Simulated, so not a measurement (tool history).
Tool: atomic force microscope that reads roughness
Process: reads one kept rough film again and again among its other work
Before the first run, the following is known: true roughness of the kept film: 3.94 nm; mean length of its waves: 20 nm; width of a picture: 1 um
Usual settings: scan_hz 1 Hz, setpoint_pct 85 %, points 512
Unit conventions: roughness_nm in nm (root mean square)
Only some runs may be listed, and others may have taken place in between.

run	hour	scan_hz	setpoint_pct	points	roughness_nm
1	0	1	85	512	1.74
2	31	1	85	512	1.686
3	52.2	1	85	512	1.651
4	74.2	1	79	512	1.66
5	93.8	1	85	512	1.582
6	123.9	1	85	512	1.523
# hour 126.6: height scale calibrated on a step standard
7	137.9	1	57	512	1.622
8	167.6	1	83	512	1.478
# hour 181.9: new tip fitted
9	186.1	0.71	56	512	2.947
10	209.4	0.71	56	512	2.862
11	223.2	0.71	56	512	2.77
12	250.7	0.71	82	684	2.527
13	280	3.59	82	437	1.91

The same runs without the tool's hidden state, with the same run-to-run variation:
What the log doesn't record here: radius of the tip, nm; height scale over the true one, %; drift of the gauge itself on roughness_nm, %.
run	roughness_nm
1	2.765
2	2.774
3	2.773
4	2.865
5	2.788
6	2.777
7	2.993
8	2.803
9	3.029
10	3.062
11	3.035
12	2.891
13	2.292
